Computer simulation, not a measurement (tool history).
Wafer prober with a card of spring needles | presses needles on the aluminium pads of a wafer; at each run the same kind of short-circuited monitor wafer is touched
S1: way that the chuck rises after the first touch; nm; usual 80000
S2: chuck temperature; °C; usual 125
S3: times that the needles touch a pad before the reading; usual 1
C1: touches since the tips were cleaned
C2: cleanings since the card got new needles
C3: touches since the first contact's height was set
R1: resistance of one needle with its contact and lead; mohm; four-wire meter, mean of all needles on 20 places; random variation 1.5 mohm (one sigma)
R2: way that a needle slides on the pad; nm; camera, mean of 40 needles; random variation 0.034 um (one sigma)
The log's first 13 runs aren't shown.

run   hour     S1   S2  S3    C1  C2      C3   R1     R2
     338.4  -- tips cleaned on abrasive film
 14    348  75000  125   1  1668  12   86130  135  18060
 15  372.8  75000  125   1  5963  12   90425  142  18140
       378  -- tips cleaned on abrasive film
 16  395.7  80000  125   1  3075  13   94380  137  19320
     418.6  -- tips cleaned on abrasive film
 17  426.7  80000  125   1  1414  14   99739  134  19300
     457.3  -- tips cleaned on abrasive film
 18  457.3  80000  125   1     0  15  105017  134  19340
 19  475.9  85000  109   2  3219  15  108236  134  20530
     496.4  -- tips cleaned on abrasive film
 20  503.2  85000  109   2  1171  16  112951  136  20460
 21    519  84000   63   1  3900  16  115680  127  20260
       536  -- tips cleaned on abrasive film
 22  551.1  84000   63   1  2614  17  121232  125  20240
       576  -- tips cleaned on abrasive film
 23  578.2  80000   96   1   384  18  125910  131  19340
 24  612.1  69000   96   2  6264  18  131790  136  16650

The next listed run, before its measurement:
     614.9  -- tips cleaned on abrasive film
 25  640.9  73000  32   3  4496  19  136748   ?   ?

{"run 25": {"R1": 124, "R2": 17570}}
Without the tool's hidden state the same run would have given R1 124 mohm, R2 17570 nm.
